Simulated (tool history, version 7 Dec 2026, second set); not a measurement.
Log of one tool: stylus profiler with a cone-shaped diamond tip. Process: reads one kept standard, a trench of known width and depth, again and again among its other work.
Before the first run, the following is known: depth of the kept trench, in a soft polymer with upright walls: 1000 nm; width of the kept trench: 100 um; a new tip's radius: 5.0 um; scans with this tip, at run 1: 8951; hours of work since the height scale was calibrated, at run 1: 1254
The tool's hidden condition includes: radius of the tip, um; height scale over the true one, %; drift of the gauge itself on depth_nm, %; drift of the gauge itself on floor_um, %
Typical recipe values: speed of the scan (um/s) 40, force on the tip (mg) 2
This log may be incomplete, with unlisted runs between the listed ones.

| run | hour | speed of the scan (um/s) | force on the tip (mg) | scans with this tip | hours of work since the height scale was calibrated | depth of the trench (nm) | width of the trench's floor (nm) |
|---|---|---|---|---|---|---|---|
| 1 | 0 | 40 | 2 | 8951 | 1254 | 1010.42 | 92400 |
| 2 | 55.8 | 22 | 2 | 9203 | 1289 | 1010.52 | 92510 |
| 3 | 91.9 | 22 | 2 | 9366 | 1312 | 1010.68 | 92470 |
|  | 97.8 | height scale calibrated on a step standard |
| 4 | 143.4 | 22 | 2 | 9597 | 29 | 1005.15 | 92460 |
| 5 | 195.5 | 40 | 1.9 | 9832 | 62 | 1004.45 | 92260 |
| 6 | 237.6 | 40 | 1.9 | 10022 | 88 | 1004.95 | 92240 |
| 7 | 294.9 | 40 | 1.9 | 10281 | 125 | 1004.85 | 92250 |
| 8 | 343.7 | 40 | 5.8 | 10501 | 156 | 1010.48 | 92310 |
| 9 | 399 | 40 | 5.8 | 10751 | 191 | 1010.83 | 92320 |
| 10 | 449.8 | 40 | 2 | 10980 | 223 | 1005.84 | 92230 |
| 11 | 490.4 | 30 | 2 | 11164 | 248 | 1005.82 | 92210 |
| 12 | 536.5 | 40 | 4 | 11372 | 278 | 1008.71 | 92170 |
| 13 | 573.9 | 105 | 4 | 11540 | 301 | 1009.04 | 91780 |
| 14 | 607.6 | 40 | 2 | 11693 | 323 | 1006.15 | 92070 |

Run 15 is up next; what results do you expect?
| 15 | 669.5 | 18 | 1.56 | 11972 | 362 | ? | ? |

For run 15 the tool returned depth of the trench (nm) 1005.98, width of the trench's floor (nm) 92160.
Without the tool's hidden state the same run would have given depth of the trench (nm) 1004.51, width of the trench's floor (nm) 93850.
